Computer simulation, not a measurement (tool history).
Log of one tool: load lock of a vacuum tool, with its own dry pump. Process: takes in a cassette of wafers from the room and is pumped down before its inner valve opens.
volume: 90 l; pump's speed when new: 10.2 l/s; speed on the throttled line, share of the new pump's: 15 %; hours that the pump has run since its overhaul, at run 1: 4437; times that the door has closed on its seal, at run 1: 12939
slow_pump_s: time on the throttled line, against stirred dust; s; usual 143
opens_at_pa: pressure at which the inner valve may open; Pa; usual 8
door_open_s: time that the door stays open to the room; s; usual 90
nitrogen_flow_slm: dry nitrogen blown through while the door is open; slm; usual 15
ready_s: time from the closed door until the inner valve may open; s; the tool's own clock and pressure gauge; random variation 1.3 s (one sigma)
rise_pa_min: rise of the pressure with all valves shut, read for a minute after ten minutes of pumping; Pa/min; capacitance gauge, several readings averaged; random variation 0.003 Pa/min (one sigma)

run      day  slow_pump_s  opens_at_pa  door_open_s  nitrogen_flow_slm  hours that the pump has run since its overhaul  times that the door has closed on its seal  incoming humidity of the room's air, %  ready_s  rise_pa_min
  1        0          143            8           90                 15                                            4437                                       12939                                      44    211.6        0.048
  2    6.367          143            8           90                 15                                            4589                                       13353                                      45    210.8        0.048
  3   11.004          143            8           90                 15                                            4701                                       13654                                    48.7      214        0.055
  4   17.196          143            8           90                 15                                            4849                                       14057                                    43.6    215.3        0.055
  5   25.508          143            8           90                 15                                            5049                                       14597                                    47.6    214.2        0.054
  6   31.717          143            8           90                 15                                            5198                                       15000                                    45.5    214.3        0.055
  7   35.996          143            8           90                 15                                            5301                                       15279                                    47.4    215.4        0.056
  8   41.883          143            8           90                 15                                            5442                                       15661                                    45.8    214.5        0.057
  9   49.083          143            8           90                  5                                            5615                                       16129                                    44.9    213.3        0.065
 10   57.417          143            8           90                  5                                            5815                                       16671                                    45.8    213.7        0.061
 11   63.196          143            8           90                  5                                            5953                                       17046                                      46    214.4        0.065
 12   70.312          143            8           90                  5                                            6124                                       17509                                    43.6    215.5        0.066
 13   78.867           77            8           82                 36                                            6329                                       18065                                    42.8    160.2        0.043
 14   83.271           77            8           34                 36                                            6435                                       18351                                    45.6    163.1         0.04
 15   87.133          195           10           40                 26                                            6528                                       18602                                    47.1    259.1        0.044
 16     91.1           89            8           90                 31                                            6623                                       18860                                    46.3    172.1        0.054
 17   94.983          143            8           53                 15                                            6716                                       19113                                    44.8    216.1         0.05
 18  103.138          285           10           51                 12                                            6912                                       19643                                    43.6    332.7        0.052
 19  107.217          263           15           90                 13                                            7010                                       19908                                    50.7    309.8        0.066

Some steps in ready_s between neighbouring runs. How much of each would the tool show without its hidden state too (settings, what came in, random variation), and how much is left for the hidden state, with any gauge scatter that isn't in both results?
The hidden state here: pump's speed, % of a new pump's; leak at the door's seal, Pa l/s; drift of the gauge itself on ready_s, %; drift of the gauge itself on rise_pa_min, %.
Run 17 -> 18: slow_pump_s 143 -> 285, opens_at_pa 8 -> 10, door_open_s 53 -> 51, nitrogen_flow_slm 15 -> 12. ready_s +116.6 s: hidden state -4, all else +120.6.
